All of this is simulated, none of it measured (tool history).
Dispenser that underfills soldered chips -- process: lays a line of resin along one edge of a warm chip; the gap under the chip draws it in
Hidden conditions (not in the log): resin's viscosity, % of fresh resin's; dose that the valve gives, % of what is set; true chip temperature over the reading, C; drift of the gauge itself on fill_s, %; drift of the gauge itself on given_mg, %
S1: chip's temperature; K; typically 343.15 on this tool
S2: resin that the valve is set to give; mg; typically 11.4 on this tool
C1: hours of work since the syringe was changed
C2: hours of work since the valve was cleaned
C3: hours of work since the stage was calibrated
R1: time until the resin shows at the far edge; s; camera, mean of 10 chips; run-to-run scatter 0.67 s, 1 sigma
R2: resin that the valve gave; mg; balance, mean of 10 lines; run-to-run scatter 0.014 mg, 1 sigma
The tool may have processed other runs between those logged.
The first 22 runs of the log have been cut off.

| run | hour | S1 | S2 | C1 | C2 | C3 | R1 | R2 |
|---|---|---|---|---|---|---|---|---|
|  | 195.4 | new syringe of resin |
| 23 | 201.4 | 348.15 | 14.2 | 4 | 9 | 311 | 56.7 | 14.15 |
|  | 208.6 | new syringe of resin |
| 24 | 213.2 | 348.15 | 14.2 | 3 | 16 | 318 | 55.6 | 14.07 |
|  | 221.7 | new syringe of resin |
| 25 | 224.3 | 348.15 | 14.2 | 2 | 24 | 326 | 52.6 | 14.03 |
| 26 | 230.4 | 348.15 | 14.2 | 6 | 28 | 330 | 62.7 | 14 |
|  | 235.2 | new syringe of resin |
| 27 | 239.5 | 348.15 | 14.2 | 3 | 34 | 335 | 54.6 | 13.96 |
| 28 | 246.3 | 349.15 | 11.4 | 7 | 38 | 340 | 66.4 | 11.19 |
|  | 248.7 | new syringe of resin |
| 29 | 252.1 | 338.15 | 13.1 | 2 | 42 | 344 | 76.5 | 12.8 |
|  | 256.9 | dispensing valve cleaned and set on the balance |
|  | 262.7 | new syringe of resin |
| 30 | 264.7 | 341.15 | 12.2 | 1 | 5 | 351 | 66 | 12.15 |
| 31 | 272.3 | 342.15 | 13.3 | 6 | 10 | 356 | 78.1 | 13.19 |
|  | 276.1 | new syringe of resin |
| 32 | 278.6 | 348.15 | 11.7 | 2 | 14 | 360 | 52.2 | 11.57 |

The next listed run, before its measurement:
|  | 288.9 | new syringe of resin |
| 33 | 289.4 | 348.15 | 11.7 | 0 | 21 | 367 | ? | ? |

R1: 49.3 s
R2: 11.58 mg
The same run, on a tool lacking any hidden state, would have yielded R1 50.3 s, R2 11.75 mg.
